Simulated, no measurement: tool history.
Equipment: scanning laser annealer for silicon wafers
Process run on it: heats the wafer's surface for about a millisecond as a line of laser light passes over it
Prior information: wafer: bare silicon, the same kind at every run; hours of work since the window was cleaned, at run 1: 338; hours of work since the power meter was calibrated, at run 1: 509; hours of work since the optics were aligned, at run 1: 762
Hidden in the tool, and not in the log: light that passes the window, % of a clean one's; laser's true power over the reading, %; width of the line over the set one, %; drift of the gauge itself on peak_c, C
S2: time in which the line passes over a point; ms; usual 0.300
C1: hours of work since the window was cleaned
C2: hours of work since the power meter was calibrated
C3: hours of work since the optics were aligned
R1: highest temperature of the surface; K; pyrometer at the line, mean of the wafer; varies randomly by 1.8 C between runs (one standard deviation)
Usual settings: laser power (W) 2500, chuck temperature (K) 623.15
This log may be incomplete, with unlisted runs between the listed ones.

run 1 hour=0.0 | laser_power_(W)=2500 S2=0.300 chuck_temperature_(K)=623.15 | C1=338 C2=509 C3=762 | R1=1297.15
run 2 hour=17.2 | laser_power_(W)=2500 S2=0.300 chuck_temperature_(K)=623.15 | C1=348 C2=519 C3=772 | R1=1299.15
run 3 hour=47.7 | laser_power_(W)=2500 S2=0.300 chuck_temperature_(K)=623.15 | C1=366 C2=537 C3=790 | R1=1299.15
run 4 hour=82.2 | laser_power_(W)=2500 S2=0.300 chuck_temperature_(K)=623.15 | C1=386 C2=558 C3=810 | R1=1293.15
-- hour=88.5 laser's power meter calibrated
run 5 hour=119.0 | laser_power_(W)=2500 S2=0.300 chuck_temperature_(K)=623.15 | C1=406 C2=18 C3=830 | R1=1294.15
run 6 hour=136.7 | laser_power_(W)=2500 S2=0.300 chuck_temperature_(K)=623.15 | C1=417 C2=28 C3=840 | R1=1291.15
run 7 hour=168.8 | laser_power_(W)=2362 S2=0.300 chuck_temperature_(K)=592.15 | C1=436 C2=47 C3=859 | R1=1221.15
run 8 hour=194.1 | laser_power_(W)=2500 S2=0.347 chuck_temperature_(K)=603.15 | C1=451 C2=62 C3=874 | R1=1330.15
run 9 hour=215.8 | laser_power_(W)=2340 S2=0.300 chuck_temperature_(K)=653.15 | C1=463 C2=75 C3=887 | R1=1275.15
run 10 hour=233.4 | laser_power_(W)=2340 S2=0.300 chuck_temperature_(K)=653.15 | C1=474 C2=85 C3=897 | R1=1272.15
run 11 hour=250.2 | laser_power_(W)=2340 S2=0.371 chuck_temperature_(K)=653.15 | C1=484 C2=95 C3=907 | R1=1350.15
run 12 hour=275.3 | laser_power_(W)=2449 S2=0.299 chuck_temperature_(K)=625.15 | C1=499 C2=110 C3=922 | R1=1273.15

How would selected steps in R1 from run to run divide? Give the signed amount a tool lacking its hidden state would still show from settings, what came in and random variation, and the signed amount left for the hidden state, including any gauge scatter that is not in both of the compared results.
Run 7 -> 8: laser power (W) 2362 -> 2500, S2 0.300 -> 0.347, chuck temperature (K) 592.15 -> 603.15. R1 +109.00 K: hidden state -5.00, all else +114.00.
